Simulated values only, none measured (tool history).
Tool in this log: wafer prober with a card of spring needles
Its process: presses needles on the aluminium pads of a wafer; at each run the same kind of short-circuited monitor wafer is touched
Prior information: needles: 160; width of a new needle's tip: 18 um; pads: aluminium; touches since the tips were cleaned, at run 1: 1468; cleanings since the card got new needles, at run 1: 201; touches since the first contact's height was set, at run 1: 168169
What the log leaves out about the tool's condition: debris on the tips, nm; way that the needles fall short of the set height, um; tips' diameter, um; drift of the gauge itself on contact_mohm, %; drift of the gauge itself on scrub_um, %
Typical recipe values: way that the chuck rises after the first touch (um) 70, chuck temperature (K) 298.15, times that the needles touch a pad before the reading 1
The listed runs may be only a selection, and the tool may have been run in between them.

run   hour  way that the chuck rises after the first touch (um)  chuck temperature (K)  times that the needles touch a pad before the reading  touches since the tips were cleaned  cleanings since the card got new needles  touches since the first contact's height was set  resistance of one needle with its contact and lead (mohm)  way that a needle slides on the pad (um)
  1    0.0                                                   70                 298.15                                                      1                                 1468                                       201                                            168169                                                        181                                     17.38
       5.9  -- tips cleaned on abrasive film
      15.8  -- tips cleaned on abrasive film
      25.6  -- tips cleaned on abrasive film
  2   29.1                                                   70                 298.15                                                      1                                 2103                                       204                                            185644                                                        183                                     17.36
      35.0  -- tips cleaned on abrasive film
      44.8  -- tips cleaned on abrasive film
      54.7  -- tips cleaned on abrasive film
      64.1  -- tips cleaned on abrasive film
  3   64.1                                                   70                 298.15                                                      1                                    0                                       208                                            206655                                                        166                                     17.30
      73.9  -- tips cleaned on abrasive film
      83.7  -- tips cleaned on abrasive film
      91.6  -- tips cleaned on abrasive film
     101.4  -- tips cleaned on abrasive film
     109.3  -- tips cleaned on abrasive film
  4  114.9                                                   70                 298.15                                                      1                                 3366                                       213                                            237213                                                        197                                     17.14
     118.8  -- tips cleaned on abrasive film
     128.7  -- tips cleaned on abrasive film
     132.9  -- height of the first contact set anew
     138.8  -- tips cleaned on abrasive film
  5  140.6                                                   70                 298.15                                                      1                                 1064                                       216                                              4611                                                        172                                     17.93
     148.4  -- tips cleaned on abrasive film
     156.3  -- tips cleaned on abrasive film
     168.3  -- card fitted with new needles
     178.2  -- tips cleaned on abrasive film
     188.0  -- tips cleaned on abrasive film
     197.8  -- tips cleaned on abrasive film
  6  202.1                                                   70                 298.15                                                      1                                 2579                                         3                                             20312                                                        171                                     18.03
     206.1  -- tips cleaned on abrasive film
     215.9  -- tips cleaned on abrasive film
     225.7  -- tips cleaned on abrasive film
     233.6  -- tips cleaned on abrasive film
  7  240.7                                                   70                 298.15                                                      1                                 4319                                         7                                             43551                                                        181                                     17.94
     242.8  -- tips cleaned on abrasive film
     252.6  -- tips cleaned on abrasive film
     260.5  -- tips cleaned on abrasive film
     270.3  -- tips cleaned on abrasive film
     280.1  -- tips cleaned on abrasive film
  8  285.3                                                   70                 298.15                                                      1                                 3107                                        12                                             70304                                                        175                                     17.78
     289.3  -- tips cleaned on abrasive film
     299.1  -- tips cleaned on abrasive film
     308.9  -- tips cleaned on abrasive film
     316.8  -- tips cleaned on abrasive film
  9  322.2                                                   70                 298.15                                                      1                                 3273                                        16                                             92495                                                        178                                     17.75
     326.2  -- tips cleaned on abrasive film
     336.0  -- tips cleaned on abrasive film
     345.8  -- tips cleaned on abrasive film
     355.7  -- tips cleaned on abrasive film
     365.5  -- tips cleaned on abrasive film
     375.3  -- tips cleaned on abrasive film
 10  379.4                                                   70                 298.15                                                      1                                 2462                                        22                                            126878                                                        171                                     17.48
     383.4  -- tips cleaned on abrasive film
     393.2  -- tips cleaned on abrasive film
     403.0  -- tips cleaned on abrasive film
     410.9  -- tips cleaned on abrasive film
     420.1  -- tips cleaned on abrasive film
 11  420.1                                                   70                 298.15                                                      1                                    0                                        27                                            151282                                                        158                                     17.39
     429.9  -- tips cleaned on abrasive film
     437.8  -- tips cleaned on abrasive film
     447.6  -- tips cleaned on abrasive film
 12  447.9                                                   73                 298.15                                                      1                                  178                                        30                                            168012                                                        158                                     18.12
     455.8  -- tips cleaned on abrasive film
     465.6  -- tips cleaned on abrasive film
     475.4  -- tips cleaned on abrasive film
     485.3  -- tips cleaned on abrasive film
     495.1  -- tips cleaned on abrasive film
 13  497.0                                                   73                 298.15                                                      1                                 1153                                        35                                            197538                                                        166                                     18.00
     504.9  -- tips cleaned on abrasive film
     514.7  -- tips cleaned on abrasive film
     524.5  -- tips cleaned on abrasive film
     532.4  -- tips cleaned on abrasive film
     542.3  -- tips cleaned on abrasive film
     552.1  -- tips cleaned on abrasive film
 14  556.9                                                   60                 299.15                                                      3                                 2947                                        41                                            233588                                                        171                                     14.41
     560.9  -- tips cleaned on abrasive film
     568.8  -- tips cleaned on abrasive film
     578.7  -- tips cleaned on abrasive film
     580.9  -- height of the first contact set anew
 15  583.6                                                   55                 299.15                                                      3                                 2849                                        44                                              1667                                                        168                                     14.23
     587.6  -- tips cleaned on abrasive film
     595.5  -- tips cleaned on abrasive film
     605.4  -- tips cleaned on abrasive film
     615.2  -- tips cleaned on abrasive film
     625.0  -- tips cleaned on abrasive film
 16  626.2                                                   55                 299.15                                                      3                                  716                                        49                                             27211                                                        163                                     14.06
     634.1  -- tips cleaned on abrasive film
     643.9  -- tips cleaned on abrasive film
     651.8  -- tips cleaned on abrasive film
     661.6  -- tips cleaned on abrasive film
 17  668.5                                                   57                 336.15                                                      1                                 4167                                        53                                             52660                                                        204                                     14.50
     670.5  -- tips cleaned on abrasive film
     680.4  -- tips cleaned on abrasive film
     690.2  -- tips cleaned on abrasive film
     700.0  -- tips cleaned on abrasive film
     708.8  -- tips cleaned on abrasive film
 18  708.8                                                   70                 312.15                                                      1                                    0                                        58                                             76831                                                        158                                     17.69
     718.6  -- tips cleaned on abrasive film
     728.4  -- tips cleaned on abrasive film
     738.3  -- tips cleaned on abrasive film
     748.1  -- tips cleaned on abrasive film
     757.9  -- tips cleaned on abrasive film
 19  762.2                                                   90                 346.15                                                      2                                 2626                                        63                                            109013                                                        169                                     22.81
     766.2  -- tips cleaned on abrasive film
     776.1  -- tips cleaned on abrasive film
     785.9  -- tips cleaned on abrasive film
     793.8  -- tips cleaned on abrasive film
 20  800.5                                                   65                 357.15                                                      2                                 4061                                        67                                            131992                                                        187                                     16.16
     802.5  -- tips cleaned on abrasive film
     812.3  -- tips cleaned on abrasive film
     822.2  -- tips cleaned on abrasive film
     832.0  -- tips cleaned on abrasive film
 21  834.4                                                   65                 357.15                                                      2                                 1469                                        71                                            152376                                                        175                                     16.16
     840.4  -- tips cleaned on abrasive film
     850.2  -- tips cleaned on abrasive film
     860.0  -- tips cleaned on abrasive film
     869.9  -- tips cleaned on abrasive film
     877.7  -- tips cleaned on abrasive film
 22  882.7                                                   84                 308.15                                                      1                                 2996                                        76                                            181382                                                        174                                     20.99
     886.7  -- tips cleaned on abrasive film
     896.5  -- tips cleaned on abrasive film
     904.4  -- tips cleaned on abrasive film
     914.2  -- tips cleaned on abrasive film
 23  918.7                                                   89                 308.15                                                      1                                 2726                                        80                                            203025                                                        172                                     22.19

4 options for the next run, each taken on its own from the tool as it stands now. Forecast them:
     922.7  -- tips cleaned on abrasive film
     932.5  -- tips cleaned on abrasive film
     942.4  -- tips cleaned on abrasive film
  A  945.6                                                   70                 385.15                                                      3                                 1964                                        83                                            219177                                                          ?                                         ?
     922.7  -- tips cleaned on abrasive film
     932.5  -- tips cleaned on abrasive film
     942.4  -- tips cleaned on abrasive film
  B  945.6                                                   85                 304.15                                                      3                                 1964                                        83                                            219177                                                          ?                                         ?
     922.7  -- tips cleaned on abrasive film
     932.5  -- tips cleaned on abrasive film
     942.4  -- tips cleaned on abrasive film
  C  945.6                                                   70                 389.15                                                      3                                 1964                                        83                                            219177                                                          ?                                         ?
     922.7  -- tips cleaned on abrasive film
     932.5  -- tips cleaned on abrasive film
     942.4  -- tips cleaned on abrasive film
  D  945.6                                                   70                 392.15                                                      1                                 1964                                        83                                            219177                                                          ?                                         ?

run  resistance of one needle with its contact and lead (mohm)  way that a needle slides on the pad (um)
  A                                                        178                                     17.16
  B                                                        157                                     21.13
  C                                                        179                                     17.28
  D                                                        190                                     17.18
The same runs, with their run-to-run variation unchanged, on a tool lacking any hidden condition would have given:
run  resistance of one needle with its contact and lead (mohm)  way that a needle slides on the pad (um)
  A                                                        169                                     18.03
  B                                                        151                                     22.01
  C                                                        171                                     18.16
  D                                                        170                                     18.06
